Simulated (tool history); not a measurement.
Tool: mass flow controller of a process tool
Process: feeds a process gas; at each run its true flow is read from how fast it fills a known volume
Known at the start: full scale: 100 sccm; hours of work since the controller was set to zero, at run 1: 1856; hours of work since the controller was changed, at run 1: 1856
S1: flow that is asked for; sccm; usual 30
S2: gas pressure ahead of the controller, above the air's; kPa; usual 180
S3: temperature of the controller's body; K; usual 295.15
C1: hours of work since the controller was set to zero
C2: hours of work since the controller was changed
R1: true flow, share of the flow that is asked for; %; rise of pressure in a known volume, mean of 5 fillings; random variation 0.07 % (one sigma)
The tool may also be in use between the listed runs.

| run | hour | S1 | S2 | S3 | C1 | C2 | R1 |
|---|---|---|---|---|---|---|---|
| 1 | 0.0 | 30 | 180 | 295.15 | 1856 | 1856 | 99.82 |
| 2 | 210.9 | 30 | 180 | 295.15 | 1934 | 1934 | 99.72 |
| 3 | 345.1 | 30 | 180 | 295.15 | 1984 | 1984 | 99.88 |
| 4 | 599.9 | 30 | 180 | 295.15 | 2077 | 2077 | 99.72 |
| 5 | 881.4 | 30 | 180 | 295.15 | 2181 | 2181 | 99.86 |
| 6 | 1078.7 | 30 | 180 | 295.15 | 2254 | 2254 | 99.96 |
| 7 | 1336.1 | 30 | 180 | 295.15 | 2348 | 2348 | 99.81 |
| 8 | 1620.0 | 73 | 180 | 295.15 | 2453 | 2453 | 99.92 |
| 9 | 1757.3 | 73 | 180 | 295.15 | 2504 | 2504 | 99.91 |
|  | 1781.7 | controller's zero set anew |
| 10 | 1903.2 | 69 | 180 | 295.15 | 45 | 2557 | 99.97 |
| 11 | 2040.0 | 69 | 180 | 295.15 | 95 | 2607 | 99.96 |
| 12 | 2351.8 | 30 | 180 | 295.15 | 210 | 2722 | 100.23 |
| 13 | 2629.0 | 30 | 180 | 295.15 | 312 | 2824 | 100.14 |

The next listed run, before its measurement:
| 14 | 2871.5 | 30 | 180 | 295.15 | 401 | 2914 | ? |

{"run 14": {"R1": 100.1}}
Without the tool's hidden state the same run would have given R1 99.28 %.
